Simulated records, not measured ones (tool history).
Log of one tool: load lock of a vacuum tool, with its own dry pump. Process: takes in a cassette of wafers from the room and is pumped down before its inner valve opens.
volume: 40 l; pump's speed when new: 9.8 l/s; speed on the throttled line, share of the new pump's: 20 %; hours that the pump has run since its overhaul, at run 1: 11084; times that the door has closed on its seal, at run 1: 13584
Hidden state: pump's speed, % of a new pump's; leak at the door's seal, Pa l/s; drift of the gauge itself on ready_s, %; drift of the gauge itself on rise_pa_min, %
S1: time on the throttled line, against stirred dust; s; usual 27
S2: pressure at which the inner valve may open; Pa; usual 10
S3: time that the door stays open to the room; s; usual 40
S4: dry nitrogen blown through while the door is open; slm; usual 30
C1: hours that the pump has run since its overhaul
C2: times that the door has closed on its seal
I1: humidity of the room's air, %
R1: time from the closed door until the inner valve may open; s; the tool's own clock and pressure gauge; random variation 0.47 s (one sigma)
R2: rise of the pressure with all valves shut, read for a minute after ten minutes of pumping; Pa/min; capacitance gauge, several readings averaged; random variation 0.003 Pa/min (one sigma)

run 1 hour=0 | S1=27 S2=10 S3=40 S4=30 | C1=11084 C2=13584 | I1=42.5 | R1=59.8 R2=0.032
run 2 hour=216.4 | S1=27 S2=10 S3=52 S4=30 | C1=11301 C2=13971 | I1=41.5 | R1=60.1 R2=0.037
run 3 hour=333.6 | S1=27 S2=10 S3=40 S4=14 | C1=11418 C2=14180 | I1=46 | R1=59.8 R2=0.049
run 4 hour=549.8 | S1=27 S2=10 S3=40 S4=14 | C1=11634 C2=14567 | I1=41.8 | R1=59.9 R2=0.045
run 5 hour=808.8 | S1=27 S2=15 S3=40 S4=30 | C1=11893 C2=15030 | I1=48.1 | R1=57.7 R2=0.035
run 6 hour=949.9 | S1=27 S2=15 S3=40 S4=30 | C1=12034 C2=15282 | I1=43.6 | R1=58.2 R2=0.034
run 7 hour=1123.9 | S1=16 S2=15 S3=40 S4=30 | C1=12208 C2=15593 | I1=46 | R1=48.5 R2=0.039
run 8 hour=1272.8 | S1=16 S2=15 S3=40 S4=30 | C1=12357 C2=15859 | I1=46.6 | R1=49.3 R2=0.036
run 9 hour=1477.5 | S1=29 S2=10 S3=40 S4=30 | C1=12562 C2=16225 | I1=44.5 | R1=61.6 R2=0.034
run 10 hour=1610.2 | S1=29 S2=10 S3=40 S4=30 | C1=12694 C2=16463 | I1=44.2 | R1=61 R2=0.032
run 11 hour=1797.7 | S1=27 S2=10 S3=40 S4=27 | C1=12882 C2=16798 | I1=43.5 | R1=59.2 R2=0.034
run 12 hour=1964.7 | S1=27 S2=10 S3=40 S4=27 | C1=13049 C2=17096 | I1=43.4 | R1=59.5 R2=0.034
run 13 hour=2148.1 | S1=27 S2=10 S3=40 S4=27 | C1=13232 C2=17424 | I1=45.5 | R1=59.4 R2=0.037
run 14 hour=2368.2 | S1=27 S2=10 S3=40 S4=30 | C1=13452 C2=17818 | I1=46.5 | R1=60.1 R2=0.035
run 15 hour=2497.3 | S1=27 S2=10 S3=40 S4=30 | C1=13582 C2=18048 | I1=43.6 | R1=59.7 R2=0.036
run 16 hour=2694.2 | S1=27 S2=10 S3=40 S4=30 | C1=13778 C2=18400 | I1=44.3 | R1=59.3 R2=0.035
run 17 hour=2905.8 | S1=27 S2=10 S3=40 S4=30 | C1=13990 C2=18779 | I1=44.7 | R1=60.3 R2=0.029
run 18 hour=3040.5 | S1=27 S2=10 S3=40 S4=30 | C1=14125 C2=19019 | I1=45.1 | R1=60.4 R2=0.032
run 19 hour=3203.2 | S1=27 S2=10 S3=87 S4=42 | C1=14287 C2=19310 | I1=48 | R1=60.2 R2=0.05
run 20 hour=3371 | S1=27 S2=10 S3=97 S4=4 | C1=14455 C2=19610 | I1=45.3 | R1=59.6 R2=0.1
run 21 hour=3554.8 | S1=27 S2=13 S3=75 S4=30 | C1=14639 C2=19939 | I1=44.2 | R1=58.4 R2=0.054
run 22 hour=3728.8 | S1=27 S2=13 S3=75 S4=30 | C1=14813 C2=20250 | I1=48.1 | R1=58.8 R2=0.055
run 23 hour=3851.6 | S1=39 S2=18 S3=27 S4=6 | C1=14936 C2=20469 | I1=46.9 | R1=67.2 R2=0.042
run 24 hour=3996.6 | S1=39 S2=18 S3=36 S4=12 | C1=15081 C2=20729 | I1=46.8 | R1=66.8 R2=0.045
run 25 hour=4144.7 | S1=32 S2=10 S3=40 S4=30 | C1=15229 C2=20993 | I1=47.1 | R1=64.3 R2=0.041
run 26 hour=4318.8 | S1=30 S2=10 S3=160 S4=6 | C1=15403 C2=21305 | I1=48.3 | R1=62.4 R2=0.14
run 27 hour=4430.9 | S1=41 S2=10 S3=160 S4=6 | C1=15515 C2=21505 | I1=49.2 | R1=72.1 R2=0.15
run 28 hour=4646.2 | S1=41 S2=10 S3=77 S4=6 | C1=15730 C2=21890 | I1=41 | R1=71.2 R2=0.071
run 29 hour=4759 | S1=41 S2=10 S3=77 S4=6 | C1=15843 C2=22092 | I1=45.1 | R1=71.6 R2=0.079
run 30 hour=4921.3 | S1=41 S2=10 S3=77 S4=6 | C1=16006 C2=22382 | I1=46.5 | R1=70.7 R2=0.085
run 31 hour=5158.6 | S1=16 S2=10 S3=138 S4=12 | C1=16243 C2=22806 | I1=47.2 | R1=50.8 R2=0.116
-- hour=5237.1 dry pump taken out, an overhauled one fitted
run 32 hour=5415.9 | S1=16 S2=10 S3=138 S4=12 | C1=179 C2=23255 | I1=41.7 | R1=51.4 R2=0.097
run 33 hour=5677.2 | S1=16 S2=10 S3=138 S4=12 | C1=440 C2=23722 | I1=45.2 | R1=51 R2=0.11
run 34 hour=5790.5 | S1=33 S2=18 S3=40 S4=6 | C1=553 C2=23925 | I1=43.7 | R1=62.4 R2=0.047
run 35 hour=5925.6 | S1=33 S2=10 S3=63 S4=4 | C1=688 C2=24166 | I1=43.5 | R1=64.8 R2=0.074
run 36 hour=6037.7 | S1=27 S2=9 S3=40 S4=20 | C1=801 C2=24367 | I1=42.8 | R1=59.6 R2=0.043

Forecast each of these 5 alternatives for the next run:
run A hour=6210.6 | S1=27 S2=19 S3=40 S4=30 | C1=973 C2=24676 | I1=43.5 | R1=? R2=?
run B hour=6210.6 | S1=27 S2=20 S3=40 S4=16 | C1=973 C2=24676 | I1=45.4 | R1=? R2=?
run C hour=6210.6 | S1=15 S2=17 S3=40 S4=6 | C1=973 C2=24676 | I1=48.4 | R1=? R2=?
run D hour=6210.6 | S1=27 S2=19 S3=202 S4=20 | C1=973 C2=24676 | I1=41.6 | R1=? R2=?
run E hour=6210.6 | S1=27 S2=10 S3=40 S4=15 | C1=973 C2=24676 | I1=44.1 | R1=? R2=?

run=A R1=57.3 R2=0.036
run=B R1=57.2 R2=0.038
run=C R1=47.5 R2=0.06
run=D R1=56.9 R2=0.108
run=E R1=59.3 R2=0.042
Without the tool's hidden state the same runs would have given:
run=A R1=57.3 R2=0.035
run=B R1=57.2 R2=0.037
run=C R1=47.5 R2=0.058
run=D R1=56.9 R2=0.106
run=E R1=59.3 R2=0.041

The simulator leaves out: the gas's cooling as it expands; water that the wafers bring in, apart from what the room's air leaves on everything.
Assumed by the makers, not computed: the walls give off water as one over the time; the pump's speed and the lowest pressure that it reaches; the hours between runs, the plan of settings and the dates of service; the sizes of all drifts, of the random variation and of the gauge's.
